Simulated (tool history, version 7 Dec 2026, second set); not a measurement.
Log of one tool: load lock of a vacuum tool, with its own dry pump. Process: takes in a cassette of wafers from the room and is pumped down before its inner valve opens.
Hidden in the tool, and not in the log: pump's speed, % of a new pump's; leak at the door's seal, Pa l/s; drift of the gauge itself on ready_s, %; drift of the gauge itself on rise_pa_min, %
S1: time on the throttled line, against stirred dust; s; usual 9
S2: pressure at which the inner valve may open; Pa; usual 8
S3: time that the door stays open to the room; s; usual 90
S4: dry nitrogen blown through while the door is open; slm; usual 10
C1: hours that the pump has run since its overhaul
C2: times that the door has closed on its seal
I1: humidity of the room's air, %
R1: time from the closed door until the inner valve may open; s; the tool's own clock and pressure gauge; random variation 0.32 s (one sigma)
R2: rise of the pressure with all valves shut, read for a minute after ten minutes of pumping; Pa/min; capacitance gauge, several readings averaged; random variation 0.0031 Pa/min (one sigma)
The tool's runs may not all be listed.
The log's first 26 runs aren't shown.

run 27 hour=8910.8 | S1=9 S2=7 S3=90 S4=26 | C1=13108 C2=18223 | I1=49.2 | R1=19.3 R2=0.061
run 28 hour=9377.9 | S1=9 S2=7 S3=90 S4=26 | C1=13575 C2=19091 | I1=43.8 | R1=19.2 R2=0.054
run 29 hour=9601.3 | S1=5 S2=6 S3=238 S4=30 | C1=13798 C2=19506 | I1=45.9 | R1=16.1 R2=0.082
run 30 hour=9968.7 | S1=5 S2=6 S3=238 S4=30 | C1=14165 C2=20188 | I1=44.1 | R1=16.5 R2=0.082
run 31 hour=10176.8 | S1=9 S2=7 S3=90 S4=7 | C1=14374 C2=20575 | I1=45.1 | R1=19.5 R2=0.083
run 32 hour=10390.3 | S1=9 S2=10 S3=90 S4=10 | C1=14587 C2=20971 | I1=44.5 | R1=18.9 R2=0.083
run 33 hour=10767.1 | S1=16 S2=8 S3=43 S4=10 | C1=14964 C2=21671 | I1=47 | R1=25.3 R2=0.056
run 34 hour=11045.2 | S1=16 S2=8 S3=43 S4=10 | C1=15242 C2=22188 | I1=46.8 | R1=25.4 R2=0.058
run 35 hour=11259.1 | S1=15 S2=7 S3=220 S4=12 | C1=15456 C2=22585 | I1=47.4 | R1=24.3 R2=0.119
-- hour=11452.5 door's seal changed, seat wiped
run 36 hour=11633.3 | S1=15 S2=7 S3=220 S4=12 | C1=15829 C2=336 | I1=43.6 | R1=24.6 R2=0.113
run 37 hour=12109.3 | S1=9 S2=8 S3=74 S4=15 | C1=16305 C2=1221 | I1=46.6 | R1=18.9 R2=0.066

Forecast each of these 3 alternatives for the next run:
run A hour=12344.5 | S1=9 S2=8 S3=90 S4=37 | C1=16540 C2=1657 | I1=49.3 | R1=? R2=?
run B hour=12344.5 | S1=16 S2=8 S3=91 S4=8 | C1=16540 C2=1657 | I1=46 | R1=? R2=?
run C hour=12344.5 | S1=11 S2=8 S3=170 S4=5 | C1=16540 C2=1657 | I1=43 | R1=? R2=?

run=A R1=19.8 R2=0.051
run=B R1=25.1 R2=0.078
run=C R1=21.1 R2=0.117
Without the tool's hidden state the same runs would have given:
run=A R1=19.8 R2=0.051
run=B R1=25.1 R2=0.078
run=C R1=21.1 R2=0.117
